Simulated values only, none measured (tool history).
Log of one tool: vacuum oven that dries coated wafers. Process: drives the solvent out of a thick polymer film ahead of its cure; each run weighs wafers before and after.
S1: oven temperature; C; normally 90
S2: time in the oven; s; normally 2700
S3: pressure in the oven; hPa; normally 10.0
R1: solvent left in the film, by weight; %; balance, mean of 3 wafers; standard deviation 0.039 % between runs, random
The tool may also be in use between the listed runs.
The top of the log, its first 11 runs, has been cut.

| run | hour | S1 | S2 | S3 | R1 |
|---|---|---|---|---|---|
| 12 | 219.4 | 90 | 2700 | 10.0 | 1.95 |
| 13 | 232.9 | 90 | 2700 | 9.9 | 1.95 |
| 14 | 245.9 | 90 | 2700 | 9.9 | 1.91 |
| 15 | 269.2 | 90 | 2700 | 10.0 | 1.89 |
| 16 | 293.2 | 90 | 2700 | 10.0 | 1.95 |
| 17 | 319.4 | 90 | 2700 | 10.0 | 1.91 |
| 18 | 334.8 | 100 | 2700 | 10.0 | 0.53 |
| 19 | 359.8 | 100 | 2700 | 10.0 | 0.55 |
| 20 | 376.8 | 100 | 2700 | 10.0 | 0.55 |
|  | 382.5 | oven's thermocouples calibrated |
| 21 | 395.4 | 100 | 2700 | 10.0 | 0.52 |
| 22 | 423.3 | 100 | 2700 | 10.0 | 0.47 |
| 23 | 442.2 | 100 | 2700 | 11.0 | 0.57 |
| 24 | 459.5 | 100 | 2700 | 11.0 | 0.62 |
| 25 | 473.7 | 86 | 1380 | 10.8 | 6.57 |
| 26 | 501.4 | 86 | 1380 | 10.8 | 6.55 |
| 27 | 523.0 | 78 | 2880 | 7.3 | 5.48 |

Run 28 has not been measured yet. What should we expect?
| 28 | 540.4 | 78 | 2880 | 7.3 | ? |

{"run 28": {"R1": 5.52}}
Had the tool carried no hidden state, the very same run would have given R1 5.52 %.
